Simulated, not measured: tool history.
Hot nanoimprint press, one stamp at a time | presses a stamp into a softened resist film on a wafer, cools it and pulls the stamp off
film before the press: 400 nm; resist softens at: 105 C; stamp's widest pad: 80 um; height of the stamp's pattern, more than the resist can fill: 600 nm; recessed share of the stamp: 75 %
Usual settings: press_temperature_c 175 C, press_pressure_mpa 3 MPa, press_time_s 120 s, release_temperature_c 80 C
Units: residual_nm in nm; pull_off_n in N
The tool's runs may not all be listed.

run 1 day=0 | press_temperature_c=175 press_pressure_mpa=3 press_time_s=120 release_temperature_c=80 | residual_nm=220.6 pull_off_n=143
run 2 day=0.354 | press_temperature_c=180 press_pressure_mpa=3 press_time_s=120 release_temperature_c=80 | residual_nm=188.4 pull_off_n=143
run 3 day=0.646 | press_temperature_c=180 press_pressure_mpa=3 press_time_s=120 release_temperature_c=80 | residual_nm=187.5 pull_off_n=144
run 4 day=0.983 | press_temperature_c=180 press_pressure_mpa=3 press_time_s=120 release_temperature_c=80 | residual_nm=187.9 pull_off_n=143
run 5 day=1.367 | press_temperature_c=180 press_pressure_mpa=3 press_time_s=120 release_temperature_c=80 | residual_nm=189.2 pull_off_n=146
run 6 day=1.671 | press_temperature_c=175 press_pressure_mpa=3 press_time_s=74 release_temperature_c=80 | residual_nm=257.6 pull_off_n=145
run 7 day=1.942 | press_temperature_c=175 press_pressure_mpa=3 press_time_s=74 release_temperature_c=80 | residual_nm=258.2 pull_off_n=145
run 8 day=2.225 | press_temperature_c=175 press_pressure_mpa=3 press_time_s=74 release_temperature_c=80 | residual_nm=258.6 pull_off_n=145
run 9 day=2.538 | press_temperature_c=175 press_pressure_mpa=3 press_time_s=74 release_temperature_c=80 | residual_nm=258.2 pull_off_n=143
run 10 day=3.054 | press_temperature_c=175 press_pressure_mpa=3 press_time_s=74 release_temperature_c=80 | residual_nm=258.8 pull_off_n=143
run 11 day=3.383 | press_temperature_c=175 press_pressure_mpa=3 press_time_s=120 release_temperature_c=80 | residual_nm=222.9 pull_off_n=147
run 12 day=3.683 | press_temperature_c=184 press_pressure_mpa=3 press_time_s=120 release_temperature_c=80 | residual_nm=165.5 pull_off_n=145
run 13 day=4.146 | press_temperature_c=175 press_pressure_mpa=3 press_time_s=120 release_temperature_c=80 | residual_nm=223.4 pull_off_n=144
run 14 day=4.342 | press_temperature_c=175 press_pressure_mpa=3.21 press_time_s=120 release_temperature_c=80 | residual_nm=217.6 pull_off_n=142
run 15 day=4.679 | press_temperature_c=170 press_pressure_mpa=3.91 press_time_s=120 release_temperature_c=85 | residual_nm=237.9 pull_off_n=129
run 16 day=5.142 | press_temperature_c=183 press_pressure_mpa=4.41 press_time_s=120 release_temperature_c=73 | residual_nm=142.8 pull_off_n=160
run 17 day=5.425 | press_temperature_c=185 press_pressure_mpa=4.03 press_time_s=120 release_temperature_c=73 | residual_nm=139.2 pull_off_n=163
run 18 day=6.133 | press_temperature_c=175 press_pressure_mpa=3 press_time_s=120 release_temperature_c=68 | residual_nm=221.9 pull_off_n=173
run 19 day=6.442 | press_temperature_c=163 press_pressure_mpa=3.2 press_time_s=120 release_temperature_c=79 | residual_nm=305.6 pull_off_n=145
run 20 day=6.829 | press_temperature_c=163 press_pressure_mpa=3.2 press_time_s=65 release_temperature_c=68 | residual_nm=338.7 pull_off_n=175
run 21 day=7.1 | press_temperature_c=171 press_pressure_mpa=2.91 press_time_s=178 release_temperature_c=84 | residual_nm=224.4 pull_off_n=132
run 22 day=7.379 | press_temperature_c=171 press_pressure_mpa=2.91 press_time_s=178 release_temperature_c=84 | residual_nm=225.3 pull_off_n=132
run 23 day=7.667 | press_temperature_c=171 press_pressure_mpa=2.91 press_time_s=178 release_temperature_c=84 | residual_nm=224.6 pull_off_n=133
run 24 day=8.046 | press_temperature_c=175 press_pressure_mpa=2.91 press_time_s=177 release_temperature_c=84 | residual_nm=197.1 pull_off_n=132
run 25 day=8.254 | press_temperature_c=175 press_pressure_mpa=2.91 press_time_s=177 release_temperature_c=84 | residual_nm=196.7 pull_off_n=131
run 26 day=8.496 | press_temperature_c=183 press_pressure_mpa=2.82 press_time_s=87 release_temperature_c=80 | residual_nm=198.4 pull_off_n=145
run 27 day=8.971 | press_temperature_c=183 press_pressure_mpa=2.82 press_time_s=87 release_temperature_c=80 | residual_nm=198.8 pull_off_n=144
run 28 day=9.288 | press_temperature_c=164 press_pressure_mpa=3 press_time_s=120 release_temperature_c=73 | residual_nm=303.3 pull_off_n=163

Taken out of this log: 3 entries between the listed runs. Where each belongs, and how the hidden state differs across it:
Between runs 9 and 10: plate thermocouple calibrated (day 2.883)
  true temperature over the reading, C: 0.08 -> 0.02; drift of the gauge itself on residual_nm, %: 0.56 -> 0.65
  measured less the result without the state, residual_nm: +0.9 -> +1.6 nm
Between runs 15 and 16: gauge calibrated (day 4.95)
  pressure that arrives at the usual setting, %: 99.98 -> 99.97; grip of the stamp's worn release coat, % over a new coat's: 0.7 -> 0.8; drift of the gauge itself on residual_nm, %: 1.01 -> 0.04
  measured less the result without the state, residual_nm: +2.3 -> +0 nm
Between runs 17 and 18: stamp cleaned and given a new release coat (day 6.046)
  grip of the stamp's worn release coat, % over a new coat's: 0.8 -> 0; drift of the gauge itself on residual_nm, %: 0.1 -> 0.21
  measured less the result without the state, residual_nm: +0 -> +0.3 nm
